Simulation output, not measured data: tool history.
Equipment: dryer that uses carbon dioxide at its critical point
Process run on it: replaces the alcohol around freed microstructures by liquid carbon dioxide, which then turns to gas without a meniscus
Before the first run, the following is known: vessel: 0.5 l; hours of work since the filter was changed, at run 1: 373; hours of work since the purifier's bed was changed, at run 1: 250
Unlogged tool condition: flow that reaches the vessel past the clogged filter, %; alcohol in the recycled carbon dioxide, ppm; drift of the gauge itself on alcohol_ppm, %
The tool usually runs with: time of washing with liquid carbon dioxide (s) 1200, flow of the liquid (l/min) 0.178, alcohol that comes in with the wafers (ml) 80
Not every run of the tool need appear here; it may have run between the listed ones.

run   hour  time of washing with liquid carbon dioxide (s)  flow of the liquid (l/min)  alcohol that comes in with the wafers (ml)  hours of work since the filter was changed  hours of work since the purifier's bed was changed  alcohol left in the vessel before it's heated (ppm by volume)
  1    0.0                                            1200                       0.178                                          80                                         373                                                 250                                                            488
  2    8.7                                            1200                       0.178                                          80                                         378                                                 255                                                            493
  3   21.0                                            1200                       0.178                                         107                                         384                                                 261                                                            635
  4   29.6                                            1200                       0.178                                         107                                         388                                                 265                                                            655
  5   38.4                                            1200                       0.178                                         107                                         392                                                 270                                                            672
  6   44.8                                            1440                       0.178                                          80                                         396                                                 273                                                            200
  7   52.6                                            1440                       0.178                                          80                                         399                                                 277                                                            203
  8   62.9                                            1200                       0.178                                          80                                         405                                                 282                                                            523
  9   71.6                                            1200                       0.178                                          80                                         409                                                 286                                                            538
 10   79.5                                            1200                       0.178                                          80                                         413                                                 290                                                            552
 11   88.8                                            1200                       0.178                                          80                                         418                                                 295                                                            540
 12   96.5                                            1200                       0.178                                          80                                         421                                                 299                                                            561
 13  108.7                                            1200                       0.178                                          80                                         428                                                 305                                                            561
 14  116.2                                            1200                       0.178                                          80                                         431                                                 309                                                            567
 15  126.3                                            1200                       0.178                                          80                                         436                                                 314                                                            565
 16  132.8                                            1200                       0.178                                          80                                         440                                                 317                                                            569
 17  144.8                                            1440                       0.178                                          80                                         446                                                 323                                                            229
 18  154.9                                             960                       0.213                                          84                                         451                                                 328                                                            763
 19  162.9                                             960                       0.213                                          84                                         455                                                 332                                                            763
 20  175.3                                            1500                       0.162                                          28                                         461                                                 338                                                            164
 21  185.1                                            1500                       0.162                                          28                                         466                                                 343                                                            163
     196.0  -- inlet filter changed
 22  196.0                                             720                       0.178                                          80                                           0                                                 348                                                           2699
 23  204.5                                            1140                       0.270                                          80                                           4                                                 352                                                             94
 24  214.4                                             840                       0.178                                          80                                           9                                                 357                                                           1448
 25  221.0                                            1080                       0.148                                          35                                          13                                                 361                                                            547
 26  232.3                                            1080                       0.148                                          35                                          18                                                 366                                                            542
 27  244.4                                            1080                       0.148                                          35                                          24                                                 372                                                            563
 28  253.7                                            1200                       0.116                                          23                                          29                                                 377                                                            671
 29  262.2                                            1200                       0.154                                          85                                          33                                                 381                                                            599

4 options for the next run, each taken on its own from the tool as it stands now. Forecast them:
  A  268.4                                            1140                       0.178                                          80                                          36                                                 384                                                              ?
  B  268.4                                            1320                       0.205                                          98                                          36                                                 384                                                              ?
  C  268.4                                            1260                       0.154                                          22                                          36                                                 384                                                              ?
  D  268.4                                             780                       0.151                                          80                                          36                                                 384                                                              ?

run  alcohol left in the vessel before it's heated (ppm by volume)
  A                                                            366
  B                                                            131
  C                                                            192
  D                                                           4184
What these runs would have given with no unlogged condition in the tool:
run  alcohol left in the vessel before it's heated (ppm by volume)
  A                                                            250
  B                                                             36
  C                                                             93
  D                                                           3837
